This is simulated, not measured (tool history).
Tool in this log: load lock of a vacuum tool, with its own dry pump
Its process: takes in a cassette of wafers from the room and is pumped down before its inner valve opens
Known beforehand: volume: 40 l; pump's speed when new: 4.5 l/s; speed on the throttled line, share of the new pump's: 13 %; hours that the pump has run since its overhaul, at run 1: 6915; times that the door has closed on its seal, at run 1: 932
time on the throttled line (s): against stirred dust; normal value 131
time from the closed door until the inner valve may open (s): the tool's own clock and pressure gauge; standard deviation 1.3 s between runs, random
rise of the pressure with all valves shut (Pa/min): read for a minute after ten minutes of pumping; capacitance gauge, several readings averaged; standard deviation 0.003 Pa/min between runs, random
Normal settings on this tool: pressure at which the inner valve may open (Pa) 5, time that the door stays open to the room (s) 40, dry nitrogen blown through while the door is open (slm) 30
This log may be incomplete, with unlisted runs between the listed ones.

run    hour  time on the throttled line (s)  pressure at which the inner valve may open (Pa)  time that the door stays open to the room (s)  dry nitrogen blown through while the door is open (slm)  hours that the pump has run since its overhaul  times that the door has closed on its seal  incoming humidity of the room's air, %  time from the closed door until the inner valve may open (s)  rise of the pressure with all valves shut (Pa/min)
  1       0                             131                                                5                                             40                                                       30                                            6915                                         932                                    45.6                                                         222.3                                               0.016
  2   683.9                             131                                                5                                             40                                                       30                                            7599                                        3360                                    40.2                                                           222                                               0.016
  3   986.7                             131                                                5                                             40                                                       30                                            7902                                        4435                                    47.5                                                         222.3                                               0.027
  4  1590.3                             131                                                5                                             40                                                       30                                            8505                                        6578                                    44.2                                                         227.3                                               0.028
  5  2193.7                             131                                                5                                             40                                                       30                                            9109                                        8721                                    43.5                                                         228.1                                               0.026
     2438.3  -- dry pump taken out, an overhauled one fitted
  6  2628.2                             131                                                5                                             40                                                       30                                             190                                       10243                                    45.5                                                         202.8                                               0.035
  7  3191.8                             131                                                5                                             92                                                       30                                             753                                       12244                                    45.4                                                         204.4                                               0.043
  8  3703.4                             131                                                5                                             92                                                       30                                            1265                                       14060                                    44.3                                                         205.6                                               0.052
  9  4129.3                              77                                                6                                             92                                                       30                                            1691                                       15573                                    42.3                                                         154.9                                                0.05
 10  4574.2                              77                                                6                                             92                                                       30                                            2136                                       17152                                    45.2                                                         156.5                                               0.056
 11  4905.3                              96                                               10                                            136                                                        6                                            2467                                       18328                                    45.4                                                           169                                                0.09
 12  5204.6                              96                                                5                                             54                                                       23                                            2766                                       19391                                    44.6                                                         175.2                                               0.061
 13  5937.9                             131                                                8                                             26                                                       30                                            3500                                       21995                                    45.2                                                         202.5                                               0.067
 14  6605.9                             131                                                8                                             26                                                       30                                            4168                                       24366                                      42                                                         204.3                                               0.081

Hidden state or all else? Some run-to-run changes of time from the closed door until the inner valve may open (s), split into what the settings, what came in and random variation would give without the hidden state, and what is left for the hidden state (with any gauge scatter that isn't in both results):
Unlogged tool condition in this case: pump's speed, % of a new pump's; leak at the door's seal, Pa l/s; drift of the gauge itself on ready_s, %; drift of the gauge itself on rise_pa_min, %.
Run 5 -> 6: dry pump taken out, an overhauled one fitted. time from the closed door until the inner valve may open (s) -25.3: hidden state -24.1, all else -1.2.
Run 8 -> 9: time on the throttled line (s) 131 -> 77, pressure at which the inner valve may open (Pa) 5 -> 6. time from the closed door until the inner valve may open (s) -50.7: hidden state +0.8, all else -51.5.
